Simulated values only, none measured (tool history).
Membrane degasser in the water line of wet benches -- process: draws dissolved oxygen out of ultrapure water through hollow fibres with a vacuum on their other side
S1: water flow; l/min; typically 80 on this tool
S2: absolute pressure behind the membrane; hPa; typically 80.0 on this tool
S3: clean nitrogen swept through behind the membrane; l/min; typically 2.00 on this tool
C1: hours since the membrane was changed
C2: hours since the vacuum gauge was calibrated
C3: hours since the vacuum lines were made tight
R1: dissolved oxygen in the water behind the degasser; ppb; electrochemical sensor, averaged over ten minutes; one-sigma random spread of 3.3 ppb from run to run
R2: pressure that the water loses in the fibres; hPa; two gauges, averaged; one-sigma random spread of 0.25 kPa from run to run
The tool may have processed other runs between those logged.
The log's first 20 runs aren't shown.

run 21 hour=1691.5 | S1=127 S2=80.8 S3=4.33 | C1=4542 C2=162 C3=6822 | R1=342.9 R2=1098.5
run 22 hour=1766.1 | S1=80 S2=85.5 S3=1.78 | C1=4617 C2=237 C3=6896 | R1=467.3 R2=694.6
run 23 hour=1869.4 | S1=80 S2=85.5 S3=1.78 | C1=4720 C2=340 C3=7000 | R1=465.1 R2=690.5
run 24 hour=1985.7 | S1=51 S2=129.4 S3=2.00 | C1=4836 C2=457 C3=7116 | R1=506.6 R2=443.7
run 25 hour=2063.0 | S1=80 S2=98.2 S3=0.90 | C1=4914 C2=534 C3=7193 | R1=890.1 R2=690.2
run 26 hour=2156.5 | S1=87 S2=53.5 S3=1.49 | C1=5007 C2=627 C3=7287 | R1=248.5 R2=755.5
run 27 hour=2262.1 | S1=87 S2=53.5 S3=1.49 | C1=5113 C2=733 C3=7392 | R1=245.7 R2=753.4
run 28 hour=2324.5 | S1=72 S2=189.6 S3=1.49 | C1=5175 C2=795 C3=7455 | R1=1297.7 R2=621.8
run 29 hour=2390.4 | S1=72 S2=189.6 S3=1.49 | C1=5241 C2=861 C3=7521 | R1=1271.6 R2=627.1
run 30 hour=2499.7 | S1=72 S2=95.8 S3=1.79 | C1=5350 C2=971 C3=7630 | R1=507.8 R2=626.8
run 31 hour=2618.8 | S1=72 S2=176.5 S3=4.19 | C1=5469 C2=1090 C3=7749 | R1=546.5 R2=626.2
run 32 hour=2735.7 | S1=49 S2=61.6 S3=2.00 | C1=5586 C2=1207 C3=7866 | R1=163.5 R2=427.5

Consider 4 possible next runs. They are alternatives, not a sequence: every one starts from the tool as it was left by run 32. What does each give?
run A hour=2802.9 | S1=51 S2=80.0 S3=2.00 | C1=5654 C2=1274 C3=7933 | R1=? R2=?
run B hour=2802.9 | S1=73 S2=61.6 S3=2.00 | C1=5654 C2=1274 C3=7933 | R1=? R2=?
run C hour=2802.9 | S1=124 S2=122.8 S3=3.02 | C1=5654 C2=1274 C3=7933 | R1=? R2=?
run D hour=2802.9 | S1=49 S2=160.1 S3=3.95 | C1=5654 C2=1274 C3=7933 | R1=? R2=?

run=A R1=265.3 R2=441.9
run=B R1=234.7 R2=634.8
run=C R1=729.7 R2=1079.3
run=D R1=360.5 R2=425.1
Without the tool's hidden state the same runs would have given:
run=A R1=261.7 R2=431.2
run=B R1=230.1 R2=619.6
run=C R1=722.4 R2=1053.3
run=D R1=356.1 R2=414.9
